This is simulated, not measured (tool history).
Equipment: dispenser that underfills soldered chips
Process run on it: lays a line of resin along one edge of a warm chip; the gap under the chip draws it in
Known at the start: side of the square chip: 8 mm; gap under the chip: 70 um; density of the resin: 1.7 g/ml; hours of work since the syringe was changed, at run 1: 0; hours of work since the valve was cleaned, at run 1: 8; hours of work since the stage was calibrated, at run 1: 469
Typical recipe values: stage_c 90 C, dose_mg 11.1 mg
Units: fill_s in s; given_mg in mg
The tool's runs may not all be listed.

run   hour  stage_c  dose_mg  hours of work since the syringe was changed  hours of work since the valve was cleaned  hours of work since the stage was calibrated  fill_s  given_mg
  1      0       90     11.1                                            0                                          8                                           469    61.3     11.07
       7.6  -- new syringe of resin
  2   13.1       90     11.1                                            4                                         17                                           478    83.7     10.89
      15.6  -- new syringe of resin
  3   21.8       90     11.1                                            4                                         23                                           484    87.4     10.95
      24.8  -- new syringe of resin
      32.8  -- new syringe of resin
  4   35.1       90     11.1                                            2                                         32                                           493    69.9     10.77
      40.6  -- new syringe of resin
  5   46.1       90     11.1                                            4                                         40                                           500    85.1     10.73
      49.5  -- new syringe of resin
  6   53.7       90     11.7                                            3                                         45                                           505    77.3     11.13
        58  -- new syringe of resin
  7     63       82     11.1                                            4                                         51                                           512   122.5     10.56
      66.3  -- new syringe of resin
  8   73.6       82     11.1                                            5                                         58                                           519   140.1     10.66
      75.1  -- new syringe of resin
      83.1  -- new syringe of resin
  9     84       90     11.1                                            1                                         65                                           526    65.1     10.49
        92  -- new syringe of resin
      94.7  -- stage's temperature calibrated
 10   99.6       90     11.1                                            5                                         75                                             4    79.6     10.32
     100.9  -- new syringe of resin
     101.9  -- dispensing valve cleaned and set on the balance
 11  108.2       90     11.1                                            4                                          4                                             9    78.6     10.96
     110.1  -- new syringe of resin
     117.8  -- new syringe of resin
 12  118.6       90     14.1                                            1                                         11                                            16      54     13.97
     126.1  -- new syringe of resin
 13  132.6       90     14.1                                            5                                         21                                            25    76.2     13.84
     134.7  -- new syringe of resin
     142.3  -- new syringe of resin
 14  143.4       96     11.1                                            1                                         28                                            32    42.8     10.83
     150.9  -- new syringe of resin
     158.9  -- new syringe of resin
 15  161.4      100     11.1                                            2                                         41                                            45    39.7     10.82
     167.3  -- new syringe of resin
     175.7  -- new syringe of resin
 16  175.9       99     11.1                                            0                                         50                                            55    35.8      10.7
     183.5  -- new syringe of resin
 17  189.9       99     11.1                                            5                                         60                                            64    52.4     10.43
     192.6  -- new syringe of resin
     200.6  -- new syringe of resin
 18  201.9       80     13.6                                            1                                         68                                            72    93.6     12.76
     208.6  -- new syringe of resin
     215.2  -- dispensing valve cleaned and set on the balance
     217.6  -- new syringe of resin
 19  220.1       81     10.5                                            2                                          3                                            84    98.5     10.49
     226.6  -- new syringe of resin
 20  233.7       90     12.4                                            5                                         13                                            93    81.5     12.35
     234.8  -- new syringe of resin
     242.5  -- new syringe of resin
 21  248.7       96     12.9                                            4                                         23                                           104    58.8     12.74
     251.2  -- new syringe of resin
 22  258.2       96     12.9                                            5                                         29                                           110      62     12.51
     259.8  -- new syringe of resin
       268  -- new syringe of resin
 23  272.3       87     12.9                                            3                                         39                                           120      78      12.4
     276.4  -- new syringe of resin
       285  -- new syringe of resin
 24  288.4       90     11.2                                            2                                         50                                           131    67.2     10.67
     292.7  -- new syringe of resin
 25  298.2       90     11.2                                            4                                         56                                           137      75      10.6
     300.9  -- new syringe of resin
     309.7  -- new syringe of resin
 26    314       93     10.4                                            3                                         67                                           148    62.1      9.76
       318  -- new syringe of resin
     326.1  -- new syringe of resin
     328.1  -- dispensing valve cleaned and set on the balance
 27  328.1       93     10.4                                            1                                          0                                           157    50.6     10.48
     335.6  -- new syringe of resin
 28    336       93     10.4                                            0                                          5                                           162    50.5     10.36
     344.3  -- new syringe of resin
     352.9  -- new syringe of resin
 29  354.1       93     10.4                                            1                                         18                                           175    52.7     10.41
       362  -- new syringe of resin
       370  -- new syringe of resin
 30    372       80     13.9                                            1                                         30                                           187   100.8      13.6
     378.5  -- new syringe of resin
 31  382.1       80     13.9                                            3                                         37                                           194   109.2     13.52
     386.3  -- new syringe of resin
 32  393.3       98     11.1                                            5                                         45                                           201    59.6     10.68

What differs in the tool's unlogged condition from the final listed run ahead of each entry between runs to the first listed run following it?
Logged between run 1 and run 2: new syringe of resin (hour 7.6)
  resin's viscosity, % of fresh resin's: 103.1 -> 141; dose that the valve gives, % of what is set: 99.23 -> 98.38; true chip temperature over the reading, C: -2.63 -> -2.68
  measured result minus the result with no hidden state, fill_s: +9 -> +31.6 s; given_mg: -0.08 -> -0.18 mg
Logged between run 2 and run 3: new syringe of resin (hour 15.6)
  resin's viscosity, % of fresh resin's: 141 -> 146; dose that the valve gives, % of what is set: 98.38 -> 97.9; true chip temperature over the reading, C: -2.68 -> -2.71
  measured result minus the result with no hidden state, fill_s: +31.6 -> +35.1 s; given_mg: -0.18 -> -0.24 mg
Logged between run 3 and run 4: new syringe of resin (hour 24.8); new syringe of resin (hour 32.8)
  resin's viscosity, % of fresh resin's: 146 -> 116.1; dose that the valve gives, % of what is set: 97.9 -> 97.05; true chip temperature over the reading, C: -2.71 -> -2.76
  measured result minus the result with no hidden state, fill_s: +35.1 -> +17.3 s; given_mg: -0.24 -> -0.33 mg
Logged between run 4 and run 5: new syringe of resin (hour 40.6)
  resin's viscosity, % of fresh resin's: 116.1 -> 143; dose that the valve gives, % of what is set: 97.05 -> 96.33; true chip temperature over the reading, C: -2.76 -> -2.8
  measured result minus the result with no hidden state, fill_s: +17.3 -> +33.4 s; given_mg: -0.33 -> -0.41 mg
Logged between run 5 and run 6: new syringe of resin (hour 49.5)
  resin's viscosity, % of fresh resin's: 143 -> 128.1; dose that the valve gives, % of what is set: 96.33 -> 95.83; true chip temperature over the reading, C: -2.8 -> -2.82
  measured result minus the result with no hidden state, fill_s: +33.4 -> +24.8 s; given_mg: -0.41 -> -0.48 mg
Logged between run 6 and run 7: new syringe of resin (hour 58)
  resin's viscosity, % of fresh resin's: 128.1 -> 135.4; dose that the valve gives, % of what is set: 95.83 -> 95.27; true chip temperature over the reading, C: -2.82 -> -2.86
  measured result minus the result with no hidden state, fill_s: +24.8 -> +45 s; given_mg: -0.48 -> -0.52 mg
Logged between run 7 and run 8: new syringe of resin (hour 66.3)
  resin's viscosity, % of fresh resin's: 135.4 -> 155.3; dose that the valve gives, % of what is set: 95.27 -> 94.64; true chip temperature over the reading, C: -2.86 -> -2.9
  measured result minus the result with no hidden state, fill_s: +45 -> +63.1 s; given_mg: -0.52 -> -0.59 mg
Logged between run 8 and run 9: new syringe of resin (hour 75.1); new syringe of resin (hour 83.1)
  resin's viscosity, % of fresh resin's: 155.3 -> 106; dose that the valve gives, % of what is set: 94.64 -> 93.91; true chip temperature over the reading, C: -2.9 -> -2.94
  measured result minus the result with no hidden state, fill_s: +63.1 -> +12.4 s; given_mg: -0.59 -> -0.68 mg
Logged between run 9 and run 10: new syringe of resin (hour 92); stage's temperature calibrated (hour 94.7)
  resin's viscosity, % of fresh resin's: 106 -> 150.3; dose that the valve gives, % of what is set: 93.91 -> 92.97; true chip temperature over the reading, C: -2.94 -> -0.18
  measured result minus the result with no hidden state, fill_s: +12.4 -> +27.9 s; given_mg: -0.68 -> -0.78 mg
Logged between run 10 and run 11: new syringe of resin (hour 100.9); dispensing valve cleaned and set on the balance (hour 101.9)
  resin's viscosity, % of fresh resin's: 150.3 -> 146.5; dose that the valve gives, % of what is set: 92.97 -> 99.72; true chip temperature over the reading, C: -0.18 -> -0.21
  measured result minus the result with no hidden state, fill_s: +27.9 -> +25.4 s; given_mg: -0.78 -> -0.03 mg
Logged between run 11 and run 12: new syringe of resin (hour 110.1); new syringe of resin (hour 117.8)
  resin's viscosity, % of fresh resin's: 146.5 -> 105.1; dose that the valve gives, % of what is set: 99.72 -> 99.11; true chip temperature over the reading, C: -0.21 -> -0.24
  measured result minus the result with no hidden state, fill_s: +25.4 -> +3.2 s; given_mg: -0.03 -> -0.13 mg
Logged between run 12 and run 13: new syringe of resin (hour 126.1)
  resin's viscosity, % of fresh resin's: 105.1 -> 147.1; dose that the valve gives, % of what is set: 99.11 -> 98.2; true chip temperature over the reading, C: -0.24 -> -0.3
  measured result minus the result with no hidden state, fill_s: +3.2 -> +25.1 s; given_mg: -0.13 -> -0.25 mg
Logged between run 13 and run 14: new syringe of resin (hour 134.7); new syringe of resin (hour 142.3)
  resin's viscosity, % of fresh resin's: 147.1 -> 107.1; dose that the valve gives, % of what is set: 98.2 -> 97.6; true chip temperature over the reading, C: -0.3 -> -0.34
  measured result minus the result with no hidden state, fill_s: +25.1 -> +3.6 s; given_mg: -0.25 -> -0.27 mg
Logged between run 14 and run 15: new syringe of resin (hour 150.9); new syringe of resin (hour 158.9)
  resin's viscosity, % of fresh resin's: 107.1 -> 115.6; dose that the valve gives, % of what is set: 97.6 -> 96.53; true chip temperature over the reading, C: -0.34 -> -0.41
  measured result minus the result with no hidden state, fill_s: +3.6 -> +6.1 s; given_mg: -0.27 -> -0.39 mg
Logged between run 15 and run 16: new syringe of resin (hour 167.3); new syringe of resin (hour 175.7)
  resin's viscosity, % of fresh resin's: 115.6 -> 101.6; dose that the valve gives, % of what is set: 96.53 -> 95.71; true chip temperature over the reading, C: -0.41 -> -0.47
  measured result minus the result with no hidden state, fill_s: +6.1 -> +1.6 s; given_mg: -0.39 -> -0.47 mg
Logged between run 16 and run 17: new syringe of resin (hour 183.5)
  resin's viscosity, % of fresh resin's: 101.6 -> 148.4; dose that the valve gives, % of what is set: 95.71 -> 94.87; true chip temperature over the reading, C: -0.47 -> -0.53
  measured result minus the result with no hidden state, fill_s: +1.6 -> +18.3 s; given_mg: -0.47 -> -0.57 mg
Logged between run 17 and run 18: new syringe of resin (hour 192.6); new syringe of resin (hour 200.6)
  resin's viscosity, % of fresh resin's: 148.4 -> 108.6; dose that the valve gives, % of what is set: 94.87 -> 94.08; true chip temperature over the reading, C: -0.53 -> -0.58
  measured result minus the result with no hidden state, fill_s: +18.3 -> +10.2 s; given_mg: -0.57 -> -0.8 mg
Logged between run 18 and run 19: new syringe of resin (hour 208.6); dispensing valve cleaned and set on the balance (hour 215.2); new syringe of resin (hour 217.6)
  resin's viscosity, % of fresh resin's: 108.6 -> 117.9; dose that the valve gives, % of what is set: 94.08 -> 99.73; true chip temperature over the reading, C: -0.58 -> -0.64
  measured result minus the result with no hidden state, fill_s: +10.2 -> +17.6 s; given_mg: -0.8 -> -0.03 mg
Logged between run 19 and run 20: new syringe of resin (hour 226.6)
  resin's viscosity, % of fresh resin's: 117.9 -> 154.9; dose that the valve gives, % of what is set: 99.73 -> 98.89; true chip temperature over the reading, C: -0.64 -> -0.7
  measured result minus the result with no hidden state, fill_s: +17.6 -> +30.5 s; given_mg: -0.03 -> -0.14 mg
Logged between run 20 and run 21: new syringe of resin (hour 234.8); new syringe of resin (hour 242.5)
  resin's viscosity, % of fresh resin's: 154.9 -> 146.9; dose that the valve gives, % of what is set: 98.89 -> 97.94; true chip temperature over the reading, C: -0.7 -> -0.75
  measured result minus the result with no hidden state, fill_s: +30.5 -> +20.3 s; given_mg: -0.14 -> -0.27 mg
Logged between run 21 and run 22: new syringe of resin (hour 251.2)
  resin's viscosity, % of fresh resin's: 146.9 -> 155.1; dose that the valve gives, % of what is set: 97.94 -> 97.37; true chip temperature over the reading, C: -0.75 -> -0.78
  measured result minus the result with no hidden state, fill_s: +20.3 -> +23.6 s; given_mg: -0.27 -> -0.34 mg
Logged between run 22 and run 23: new syringe of resin (hour 259.8); new syringe of resin (hour 268)
  resin's viscosity, % of fresh resin's: 155.1 -> 128.4; dose that the valve gives, % of what is set: 97.37 -> 96.61; true chip temperature over the reading, C: -0.78 -> -0.84
  measured result minus the result with no hidden state, fill_s: +23.6 -> +20 s; given_mg: -0.34 -> -0.43 mg
Logged between run 23 and run 24: new syringe of resin (hour 276.4); new syringe of resin (hour 285)
  resin's viscosity, % of fresh resin's: 128.4 -> 122.5; dose that the valve gives, % of what is set: 96.61 -> 95.59; true chip temperature over the reading, C: -0.84 -> -0.9
  measured result minus the result with no hidden state, fill_s: +20 -> +15 s; given_mg: -0.43 -> -0.5 mg
Logged between run 24 and run 25: new syringe of resin (hour 292.7)
  resin's viscosity, % of fresh resin's: 122.5 -> 136.8; dose that the valve gives, % of what is set: 95.59 -> 94.92; true chip temperature over the reading, C: -0.9 -> -0.94
  measured result minus the result with no hidden state, fill_s: +15 -> +22.9 s; given_mg: -0.5 -> -0.56 mg
Logged between run 25 and run 26: new syringe of resin (hour 300.9); new syringe of resin (hour 309.7)
  resin's viscosity, % of fresh resin's: 136.8 -> 127.8; dose that the valve gives, % of what is set: 94.92 -> 93.86; true chip temperature over the reading, C: -0.94 -> -1
  measured result minus the result with no hidden state, fill_s: +22.9 -> +16.6 s; given_mg: -0.56 -> -0.64 mg
Logged between run 26 and run 27: new syringe of resin (hour 318); new syringe of resin (hour 326.1); dispensing valve cleaned and set on the balance (hour 328.1)
  resin's viscosity, % of fresh resin's: 127.8 -> 104.8; dose that the valve gives, % of what is set: 93.86 -> 100.18; true chip temperature over the reading, C: -1 -> -1.05
  measured result minus the result with no hidden state, fill_s: +16.6 -> +4.6 s; given_mg: -0.64 -> +0.02 mg
Logged between run 27 and run 28: new syringe of resin (hour 335.6)
  resin's viscosity, % of fresh resin's: 104.8 -> 102.4; dose that the valve gives, % of what is set: 100.18 -> 99.66; true chip temperature over the reading, C: -1.05 -> -1.08
  measured result minus the result with no hidden state, fill_s: +4.6 -> +3.7 s; given_mg: +0.02 -> -0.04 mg
Logged between run 28 and run 29: new syringe of resin (hour 344.3); new syringe of resin (hour 352.9)
  resin's viscosity, % of fresh resin's: 102.4 -> 106.7; dose that the valve gives, % of what is set: 99.66 -> 98.51; true chip temperature over the reading, C: -1.08 -> -1.15
  measured result minus the result with no hidden state, fill_s: +3.7 -> +6.1 s; given_mg: -0.04 -> -0.16 mg
Logged between run 29 and run 30: new syringe of resin (hour 362); new syringe of resin (hour 370)
  resin's viscosity, % of fresh resin's: 106.7 -> 115.6; dose that the valve gives, % of what is set: 98.51 -> 97.29; true chip temperature over the reading, C: -1.15 -> -1.22
  measured result minus the result with no hidden state, fill_s: +6.1 -> +18.8 s; given_mg: -0.16 -> -0.38 mg
Logged between run 30 and run 31: new syringe of resin (hour 378.5)
  resin's viscosity, % of fresh resin's: 115.6 -> 124.6; dose that the valve gives, % of what is set: 97.29 -> 96.68; true chip temperature over the reading, C: -1.22 -> -1.26
  measured result minus the result with no hidden state, fill_s: +18.8 -> +27.1 s; given_mg: -0.38 -> -0.47 mg
Logged between run 31 and run 32: new syringe of resin (hour 386.3)
  resin's viscosity, % of fresh resin's: 124.6 -> 155; dose that the valve gives, % of what is set: 96.68 -> 95.96; true chip temperature over the reading, C: -1.26 -> -1.31
  measured result minus the result with no hidden state, fill_s: +27.1 -> +23.9 s; given_mg: -0.47 -> -0.45 mg
